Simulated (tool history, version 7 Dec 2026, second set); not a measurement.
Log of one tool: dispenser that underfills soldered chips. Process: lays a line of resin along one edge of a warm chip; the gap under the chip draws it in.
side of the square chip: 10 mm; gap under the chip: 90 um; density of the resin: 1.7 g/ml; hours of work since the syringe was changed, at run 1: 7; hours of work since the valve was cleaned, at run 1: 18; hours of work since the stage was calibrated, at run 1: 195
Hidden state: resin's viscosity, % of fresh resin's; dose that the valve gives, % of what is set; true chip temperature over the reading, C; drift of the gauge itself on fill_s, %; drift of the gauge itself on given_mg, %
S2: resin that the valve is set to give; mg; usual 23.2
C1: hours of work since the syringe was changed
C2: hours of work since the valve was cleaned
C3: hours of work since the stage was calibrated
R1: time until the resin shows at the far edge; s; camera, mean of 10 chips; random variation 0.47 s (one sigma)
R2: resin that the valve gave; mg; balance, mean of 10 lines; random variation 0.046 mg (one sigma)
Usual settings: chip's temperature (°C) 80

run 1 hour=0.0 | chip's_temperature_(°C)=80 S2=23.2 | C1=7 C2=18 C3=195 | R1=44.1 R2=22.83
-- hour=2.1 new syringe of resin
run 2 hour=10.0 | chip's_temperature_(°C)=74 S2=23.2 | C1=5 C2=24 C3=202 | R1=51.7 R2=22.83
-- hour=13.6 new syringe of resin
run 3 hour=15.1 | chip's_temperature_(°C)=74 S2=23.2 | C1=1 C2=28 C3=205 | R1=44.6 R2=22.71
run 4 hour=21.1 | chip's_temperature_(°C)=80 S2=23.2 | C1=5 C2=32 C3=209 | R1=42.0 R2=22.63
-- hour=24.6 new syringe of resin
run 5 hour=31.1 | chip's_temperature_(°C)=80 S2=23.2 | C1=5 C2=39 C3=216 | R1=39.9 R2=22.56
-- hour=36.3 new syringe of resin
run 6 hour=37.2 | chip's_temperature_(°C)=80 S2=23.2 | C1=1 C2=43 C3=220 | R1=35.3 R2=22.52
-- hour=41.8 dispensing valve cleaned and set on the balance
run 7 hour=44.1 | chip's_temperature_(°C)=72 S2=23.2 | C1=5 C2=2 C3=224 | R1=52.9 R2=23.12
-- hour=48.4 new syringe of resin
run 8 hour=54.4 | chip's_temperature_(°C)=79 S2=23.2 | C1=4 C2=9 C3=231 | R1=40.6 R2=22.96
-- hour=59.9 new syringe of resin
run 9 hour=62.1 | chip's_temperature_(°C)=79 S2=23.2 | C1=2 C2=14 C3=236 | R1=38.3 R2=22.97
-- hour=71.6 new syringe of resin
run 10 hour=71.6 | chip's_temperature_(°C)=79 S2=23.2 | C1=0 C2=20 C3=243 | R1=35.7 R2=22.79
run 11 hour=76.3 | chip's_temperature_(°C)=79 S2=23.2 | C1=3 C2=23 C3=246 | R1=40.4 R2=22.75
run 12 hour=82.1 | chip's_temperature_(°C)=79 S2=29.8 | C1=7 C2=27 C3=250 | R1=46.4 R2=29.22
-- hour=83.0 new syringe of resin
run 13 hour=86.9 | chip's_temperature_(°C)=89 S2=23.2 | C1=3 C2=30 C3=253 | R1=28.5 R2=22.65
run 14 hour=93.0 | chip's_temperature_(°C)=89 S2=23.2 | C1=7 C2=35 C3=257 | R1=33.6 R2=22.51
-- hour=94.6 new syringe of resin
run 15 hour=100.8 | chip's_temperature_(°C)=89 S2=23.2 | C1=4 C2=40 C3=262 | R1=29.5 R2=22.53
-- hour=106.4 new syringe of resin
run 16 hour=107.5 | chip's_temperature_(°C)=89 S2=23.2 | C1=1 C2=44 C3=267 | R1=26.9 R2=22.42
-- hour=109.8 dispensing valve cleaned and set on the balance
run 17 hour=116.1 | chip's_temperature_(°C)=89 S2=23.2 | C1=6 C2=4 C3=272 | R1=31.3 R2=23.04
-- hour=119.1 new syringe of resin
run 18 hour=126.5 | chip's_temperature_(°C)=80 S2=23.2 | C1=5 C2=11 C3=279 | R1=41.7 R2=23.00
-- hour=130.7 new syringe of resin
run 19 hour=131.9 | chip's_temperature_(°C)=81 S2=22.1 | C1=1 C2=15 C3=283 | R1=34.7 R2=21.81
-- hour=142.0 new syringe of resin
run 20 hour=142.1 | chip's_temperature_(°C)=81 S2=22.1 | C1=0 C2=22 C3=289 | R1=34.5 R2=21.71
run 21 hour=146.3 | chip's_temperature_(°C)=89 S2=30.0 | C1=3 C2=25 C3=292 | R1=28.4 R2=29.35
-- hour=153.6 new syringe of resin
run 22 hour=154.0 | chip's_temperature_(°C)=91 S2=23.2 | C1=0 C2=30 C3=298 | R1=24.4 R2=22.57
run 23 hour=158.8 | chip's_temperature_(°C)=86 S2=23.2 | C1=4 C2=33 C3=301 | R1=32.2 R2=22.57
-- hour=164.8 new syringe of resin
run 24 hour=165.2 | chip's_temperature_(°C)=94 S2=19.8 | C1=0 C2=37 C3=305 | R1=23.4 R2=19.19
run 25 hour=174.7 | chip's_temperature_(°C)=94 S2=19.8 | C1=7 C2=44 C3=312 | R1=28.6 R2=19.12
-- hour=176.3 new syringe of resin
-- hour=177.3 dispensing valve cleaned and set on the balance
run 26 hour=182.0 | chip's_temperature_(°C)=94 S2=29.4 | C1=3 C2=3 C3=316 | R1=24.3 R2=29.27
run 27 hour=187.6 | chip's_temperature_(°C)=94 S2=29.4 | C1=7 C2=7 C3=320 | R1=28.0 R2=29.10
-- hour=188.8 new syringe of resin
run 28 hour=197.7 | chip's_temperature_(°C)=86 S2=23.6 | C1=6 C2=14 C3=327 | R1=35.5 R2=23.32
-- hour=199.8 new syringe of resin
run 29 hour=205.4 | chip's_temperature_(°C)=86 S2=23.6 | C1=4 C2=19 C3=332 | R1=33.0 R2=23.25
-- hour=211.1 new syringe of resin
run 30 hour=215.9 | chip's_temperature_(°C)=91 S2=27.1 | C1=3 C2=26 C3=339 | R1=26.7 R2=26.44
-- hour=222.8 new syringe of resin
run 31 hour=224.5 | chip's_temperature_(°C)=86 S2=19.8 | C1=1 C2=32 C3=345 | R1=29.8 R2=19.25
-- hour=234.1 new syringe of resin
run 32 hour=234.8 | chip's_temperature_(°C)=77 S2=23.6 | C1=0 C2=39 C3=351 | R1=38.1 R2=22.94
-- hour=244.5 dispensing valve cleaned and set on the balance
run 33 hour=244.7 | chip's_temperature_(°C)=75 S2=29.5 | C1=7 C2=0 C3=358 | R1=48.2 R2=29.51
-- hour=246.7 new syringe of resin
run 34 hour=249.9 | chip's_temperature_(°C)=75 S2=29.5 | C1=2 C2=4 C3=361 | R1=42.5 R2=29.45
-- hour=258.1 new syringe of resin
run 35 hour=260.5 | chip's_temperature_(°C)=91 S2=23.4 | C1=2 C2=11 C3=368 | R1=24.8 R2=23.24

Forecast each of these 3 alternatives for the next run:
run A hour=266.1 | chip's_temperature_(°C)=91 S2=29.0 | C1=6 C2=15 C3=372 | R1=? R2=?
run B hour=266.1 | chip's_temperature_(°C)=81 S2=29.1 | C1=6 C2=15 C3=372 | R1=? R2=?
run C hour=266.1 | chip's_temperature_(°C)=82 S2=24.6 | C1=6 C2=15 C3=372 | R1=? R2=?

run=A R1=27.9 R2=28.63
run=B R1=39.7 R2=28.69
run=C R1=38.6 R2=24.38
Without the tool's hidden state the same runs would have given:
run=A R1=23.9 R2=28.96
run=B R1=34.2 R2=29.01
run=C R1=33.2 R2=24.66
